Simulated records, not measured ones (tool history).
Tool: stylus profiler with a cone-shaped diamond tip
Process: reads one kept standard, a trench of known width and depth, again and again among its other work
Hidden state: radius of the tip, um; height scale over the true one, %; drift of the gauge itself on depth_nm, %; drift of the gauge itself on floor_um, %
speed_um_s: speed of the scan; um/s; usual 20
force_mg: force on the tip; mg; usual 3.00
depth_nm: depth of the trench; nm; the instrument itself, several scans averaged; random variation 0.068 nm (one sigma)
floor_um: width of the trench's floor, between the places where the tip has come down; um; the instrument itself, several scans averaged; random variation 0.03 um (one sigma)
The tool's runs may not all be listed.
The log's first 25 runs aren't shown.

| run | hour | speed_um_s | force_mg | scans with this tip | hours of work since the height scale was calibrated | depth_nm | floor_um |
|---|---|---|---|---|---|---|---|
| 26 | 1609.1 | 7 | 5.93 | 12940 | 1069 | 203.84 | 97.19 |
| 27 | 1673.3 | 7 | 5.93 | 13302 | 1099 | 203.86 | 97.18 |
| 28 | 1738.1 | 12 | 2.73 | 13667 | 1129 | 202.31 | 97.17 |
| 29 | 1784.1 | 12 | 2.73 | 13926 | 1150 | 202.28 | 97.15 |
| 30 | 1845.3 | 12 | 2.73 | 14271 | 1179 | 202.28 | 97.10 |
| 31 | 1906.2 | 12 | 2.73 | 14614 | 1207 | 202.24 | 97.14 |
| 32 | 1955.2 | 16 | 2.06 | 14891 | 1230 | 201.86 | 97.13 |
| 33 | 2048.6 | 6 | 3.86 | 15417 | 1273 | 202.85 | 97.18 |
| 34 | 2105.9 | 6 | 3.86 | 15740 | 1300 | 202.85 | 97.21 |
| 35 | 2184.7 | 6 | 3.86 | 16185 | 1337 | 202.87 | 97.18 |
| 36 | 2270.2 | 7 | 5.98 | 16667 | 1377 | 203.95 | 97.14 |
| 37 | 2317.0 | 8 | 2.91 | 16931 | 1398 | 202.31 | 97.15 |
| 38 | 2408.7 | 8 | 2.91 | 17447 | 1441 | 202.29 | 97.20 |
| 39 | 2453.3 | 8 | 2.91 | 17699 | 1462 | 202.43 | 97.17 |
| 40 | 2536.0 | 9 | 1.73 | 18165 | 1500 | 201.70 | 97.15 |
| 41 | 2614.0 | 43 | 8.70 | 18605 | 1537 | 204.89 | 97.11 |
| 42 | 2679.6 | 44 | 6.34 | 18975 | 1567 | 203.99 | 97.09 |
| 43 | 2732.9 | 76 | 1.00 | 19275 | 1592 | 201.04 | 96.72 |
| 44 | 2773.6 | 76 | 1.00 | 19505 | 1611 | 201.21 | 96.70 |
| 45 | 2820.1 | 7 | 1.74 | 19767 | 1633 | 201.67 | 97.15 |
| 46 | 2911.0 | 51 | 1.69 | 20279 | 1675 | 201.60 | 96.90 |

Forecast each of these 3 alternatives for the next run:
| A | 2966.1 | 6 | 4.75 | 20590 | 1701 | ? | ? |
| B | 2966.1 | 19 | 3.53 | 20590 | 1701 | ? | ? |
| C | 2966.1 | 50 | 7.68 | 20590 | 1701 | ? | ? |

| run | depth_nm | floor_um |
|---|---|---|
| A | 203.22 | 97.18 |
| B | 202.75 | 97.10 |
| C | 204.58 | 97.03 |
Without the tool's hidden state the same runs would have given:
| run | depth_nm | floor_um |
|---|---|---|
| A | 203.22 | 97.19 |
| B | 202.75 | 97.11 |
| C | 204.59 | 97.04 |
